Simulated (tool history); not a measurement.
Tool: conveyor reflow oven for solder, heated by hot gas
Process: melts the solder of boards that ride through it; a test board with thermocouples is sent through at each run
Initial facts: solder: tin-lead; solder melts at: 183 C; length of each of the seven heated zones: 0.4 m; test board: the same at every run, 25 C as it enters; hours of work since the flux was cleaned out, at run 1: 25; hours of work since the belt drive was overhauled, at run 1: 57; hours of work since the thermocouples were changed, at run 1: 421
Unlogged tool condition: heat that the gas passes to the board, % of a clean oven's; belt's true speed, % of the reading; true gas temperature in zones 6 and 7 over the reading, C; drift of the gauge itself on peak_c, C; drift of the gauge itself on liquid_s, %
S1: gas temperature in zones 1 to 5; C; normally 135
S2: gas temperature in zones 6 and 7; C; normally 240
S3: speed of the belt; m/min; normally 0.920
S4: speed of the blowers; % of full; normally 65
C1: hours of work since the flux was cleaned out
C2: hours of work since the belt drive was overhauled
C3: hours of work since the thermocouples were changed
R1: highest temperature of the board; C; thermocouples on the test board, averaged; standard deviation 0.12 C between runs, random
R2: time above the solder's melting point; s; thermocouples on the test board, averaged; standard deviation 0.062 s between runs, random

run    day   S1   S2     S3  S4   C1   C2   C3     R1     R2
  1  0.000  135  240  0.920  65   25   57  421  220.7  39.93
  2  0.242  135  240  0.920  65   28   61  424  220.6  39.88
  3  0.454  135  240  0.920  65   31   64  427  220.7  39.86
  4  0.658  135  240  0.920  65   34   66  430  220.7  39.89
  5  0.904  129  240  0.920  65   37   70  433  219.6  37.88
  6  1.100  129  240  0.920  65   40   73  436  219.5  37.97
  7  1.317  129  240  0.920  65   43   76  439  219.5  37.88
  8  1.550  135  240  0.920  52   46   79  442  217.2  37.69
  9  1.779  135  240  0.920  52   50   82  446  217.3  37.80
 10  2.142  135  240  0.920  87   55   87  451  224.5  41.98
 11  2.383  135  240  0.920  87   58   91  454  224.7  41.90
 12  2.692  135  240  0.920  87   62   95  459  224.5  41.94
 13  2.929  135  240  0.920  65   66   98  462  220.3  39.74
 14  3.267  135  240  0.920  65   70  103  467  220.4  39.66
 15  3.429  135  240  0.920  65   73  105  469  220.1  39.60
 16  3.604  135  240  0.920  82   75  108  471  223.6  41.53
 17  3.800  135  240  0.872  86   78  111  474  226.0  45.15
 18  4.004  135  237  1.064  65   81  113  477  212.0  29.59
 19  4.217  135  237  1.064  65   84  116  480  211.9  29.54
 20  4.562  127  240  0.920  65   89  121  485  218.6  36.98
 21  4.725  127  240  0.920  65   91  124  487  218.7  36.98
 22  5.058  127  240  0.920  68   96  128  492  219.2  37.45
 23  5.275  148  240  0.920  54   99  131  495  220.6  42.88
 24  5.600  131  244  0.810  63  103  136  499  227.2  48.09
 25  5.804  124  240  0.920  71  106  139  502  219.3  36.82
 26  6.117  124  240  0.920  71  110  143  507  219.1  36.87
 27  6.408  135  249  0.920  65  115  147  511  227.8  43.18
 28  6.758  125  240  0.920  65  119  152  516  217.8  36.27
 29  7.021  146  240  0.920  79  123  156  519  224.9  44.56
 30  7.275  146  240  0.846  71  127  159  523  225.9  49.19
 31  7.554  130  234  0.920  61  131  163  527  213.0  34.23

Measured result minus the same run's result without the hidden state. Both carry the same run-to-run variation, though not necessarily the same gauge scatter:
run    R1     R2
  1  +0.6  +0.34
  2  +0.5  +0.32
  3  +0.5  +0.30
  4  +0.4  +0.29
  5  +0.5  +0.26
  6  +0.4  +0.25
  7  +0.4  +0.23
  8  +0.4  +0.28
  9  +0.3  +0.26
 10  +0.3  +0.16
 11  +0.3  +0.15
 12  +0.3  +0.14
 13  +0.3  +0.15
 14  +0.2  +0.13
 15  +0.2  +0.12
 16  +0.1  +0.09
 17  +0.2  +0.12
 18  -0.1  -0.08
 19  -0.1  -0.09
 20  +0.0  -0.01
 21  -0.1  -0.02
 22  -0.1  -0.05
 23  +0.2  +0.12
 24  +0.1  +0.12
 25  -0.2  -0.14
 26  -0.2  -0.16
 27  -0.2  +0.01
 28  -0.3  -0.19
 29  -0.1  +0.01
 30  +0.1  +0.10
 31  -0.2  -0.25
